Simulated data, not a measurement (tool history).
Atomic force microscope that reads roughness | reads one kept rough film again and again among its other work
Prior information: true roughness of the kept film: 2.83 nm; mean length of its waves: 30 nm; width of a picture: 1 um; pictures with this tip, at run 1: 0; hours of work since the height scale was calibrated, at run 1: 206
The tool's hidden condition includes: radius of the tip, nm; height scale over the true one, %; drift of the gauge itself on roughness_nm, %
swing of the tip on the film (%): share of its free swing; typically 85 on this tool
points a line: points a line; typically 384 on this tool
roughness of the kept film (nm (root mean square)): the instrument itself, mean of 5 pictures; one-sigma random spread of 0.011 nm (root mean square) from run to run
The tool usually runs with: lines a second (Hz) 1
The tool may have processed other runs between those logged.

run,hour,lines a second (Hz),swing of the tip on the film (%),points a line,pictures with this tip,hours of work since the height scale was calibrated,roughness of the kept film (nm (root mean square))
1,0,1,85,384,0,206,2.437
2,43.2,1,85,384,57,228,2.382
3,83.5,1,85,384,111,248,2.357
4,121.6,0.58,85,384,161,267,2.405
5,155.6,0.58,85,384,207,284,2.382
# hour 175.2: new tip fitted
6,205,0.58,85,384,40,308,2.467
7,230.3,1,85,509,73,321,2.387
8,256.8,1,85,384,109,334,2.353
9,299,1.68,85,384,165,355,2.214
10,326.4,1.68,85,384,201,369,2.173
# hour 353.2: new tip fitted
11,353.5,1,85,384,0,382,2.432
12,398.4,1,85,384,60,404,2.377
13,431.8,1,85,631,105,421,2.353
14,469.8,1,85,631,155,440,2.331
15,495.1,1,85,361,189,453,2.29
# hour 529.7: new tip fitted
16,543.4,1,85,361,18,477,2.417
17,590.9,1,85,361,82,500,2.367
18,616.4,0.62,85,384,116,513,2.428
19,663.9,1,85,261,179,537,2.291
# hour 704.9: new tip fitted
20,713.5,1,85,261,11,561,2.386
21,751.2,1,87,384,61,580,2.375
22,785.9,1,87,384,107,597,2.333
23,814.4,1,87,384,145,611,2.312
24,851.1,3.4,76,384,194,630,2.093
# hour 881.1: new tip fitted
25,896.7,3.4,76,384,21,652,2.216
26,933.1,1,65,384,69,670,2.514
# hour 938.7: height scale calibrated on a step standard
27,971.4,1,65,384,119,16,2.472
28,1022.7,1,72,460,187,42,2.397
29,1051.5,1.45,80,431,226,56,2.267
# hour 1056.6: new tip fitted
30,1098.2,2.78,58,268,55,79,2.452
31,1131.2,2.78,58,268,99,96,2.415
32,1159.7,2.78,58,268,137,110,2.388
33,1206.6,2.51,60,435,199,133,2.363
# hour 1234.5: new tip fitted
34,1236.7,0.55,59,525,3,148,2.604
# hour 1242.3: height scale calibrated on a step standard, once more
35,1267.6,1.81,85,827,42,13,2.273
36,1306.9,1,60,384,95,32,2.517
37,1342.4,1,60,384,142,50,2.487
38,1369,0.93,85,733,177,63,2.35
# hour 1412.2: new tip fitted
39,1412.8,3.44,59,999,1,85,2.472
40,1440.2,1.68,81,525,37,98,2.351
41,1484.3,1.42,55,384,96,120,2.505
42,1533.4,3.79,82,323,161,145,1.96
43,1555.5,2.2,61,264,191,156,2.362

Selected run-to-run steps in roughness of the kept film (nm (root mean square)), each split into two signed amounts: the part the tool would show with no hidden state at all (from settings, incoming material and random variation), and the remainder, which goes to the hidden state together with any gauge scatter not common to the measured and the hidden-state-free results:
Run 10 -> 11: lines a second (Hz) 1.68 -> 1, new tip fitted. roughness of the kept film (nm (root mean square)) +0.259: hidden state +0.129, all else +0.13.
Run 33 -> 34: lines a second (Hz) 2.51 -> 0.55, swing of the tip on the film (%) 60 -> 59, points a line 435 -> 525, new tip fitted. roughness of the kept film (nm (root mean square)) +0.241: hidden state +0.133, all else +0.108.
Run 34 -> 35: lines a second (Hz) 0.55 -> 1.81, swing of the tip on the film (%) 59 -> 85, points a line 525 -> 827, height scale calibrated on a step standard, once more. roughness of the kept film (nm (root mean square)) -0.331: hidden state -0.013, all else -0.318.
Run 38 -> 39: lines a second (Hz) 0.93 -> 3.44, swing of the tip on the film (%) 85 -> 59, points a line 733 -> 999, new tip fitted. roughness of the kept film (nm (root mean square)) +0.122: hidden state +0.121, all else +0.001.
Run 41 -> 42: lines a second (Hz) 1.42 -> 3.79, swing of the tip on the film (%) 55 -> 82, points a line 384 -> 323. roughness of the kept film (nm (root mean square)) -0.545: hidden state -0.022, all else -0.523.
Run 42 -> 43: lines a second (Hz) 3.79 -> 2.2, swing of the tip on the film (%) 82 -> 61, points a line 323 -> 264. roughness of the kept film (nm (root mean square)) +0.402: hidden state -0.041, all else +0.443.
